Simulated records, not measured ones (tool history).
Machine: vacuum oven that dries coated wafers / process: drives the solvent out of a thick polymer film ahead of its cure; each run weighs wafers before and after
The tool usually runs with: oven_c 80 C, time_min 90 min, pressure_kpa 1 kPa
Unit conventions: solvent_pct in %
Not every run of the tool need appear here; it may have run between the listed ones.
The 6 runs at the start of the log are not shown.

run 7 hour=236.6 | oven_c=87 time_min=90 pressure_kpa=1 | solvent_pct=1.53
run 8 hour=274.2 | oven_c=87 time_min=90 pressure_kpa=1 | solvent_pct=1.58
run 9 hour=303.8 | oven_c=87 time_min=90 pressure_kpa=1 | solvent_pct=1.61
run 10 hour=345.2 | oven_c=87 time_min=90 pressure_kpa=1 | solvent_pct=1.61
run 11 hour=378.1 | oven_c=87 time_min=90 pressure_kpa=1 | solvent_pct=1.6
run 12 hour=409.1 | oven_c=81 time_min=90 pressure_kpa=1 | solvent_pct=3.59
run 13 hour=436.4 | oven_c=81 time_min=90 pressure_kpa=1 | solvent_pct=3.68
run 14 hour=484.1 | oven_c=80 time_min=47 pressure_kpa=1 | solvent_pct=7.84
run 15 hour=538.3 | oven_c=80 time_min=47 pressure_kpa=0.71 | solvent_pct=7.77
run 16 hour=578.9 | oven_c=80 time_min=47 pressure_kpa=0.71 | solvent_pct=7.86
run 17 hour=622.5 | oven_c=80 time_min=47 pressure_kpa=0.71 | solvent_pct=7.88
run 18 hour=660.7 | oven_c=85 time_min=90 pressure_kpa=1 | solvent_pct=2.22
run 19 hour=685.3 | oven_c=85 time_min=90 pressure_kpa=1 | solvent_pct=2.21
run 20 hour=715.2 | oven_c=67 time_min=58 pressure_kpa=2.18 | solvent_pct=12.54
run 21 hour=762 | oven_c=67 time_min=58 pressure_kpa=2.18 | solvent_pct=12.44
run 22 hour=811.7 | oven_c=88 time_min=78 pressure_kpa=2.18 | solvent_pct=2.24
run 23 hour=845.9 | oven_c=88 time_min=78 pressure_kpa=2.18 | solvent_pct=2.25
run 24 hour=896.9 | oven_c=88 time_min=78 pressure_kpa=2.18 | solvent_pct=2.15
run 25 hour=943.4 | oven_c=73 time_min=105 pressure_kpa=1.26 | solvent_pct=6.91
run 26 hour=965.9 | oven_c=84 time_min=46 pressure_kpa=3.09 | solvent_pct=6.83
run 27 hour=1009.2 | oven_c=84 time_min=46 pressure_kpa=3.11 | solvent_pct=6.84

Estimate the outcome of run 28 from the log above:
run 28 hour=1050.1 | oven_c=89 time_min=90 pressure_kpa=0.55 | solvent_pct=?

solvent_pct: 1.19 %
With no hidden state in the tool, this same run would have given solvent_pct 0.83 %.
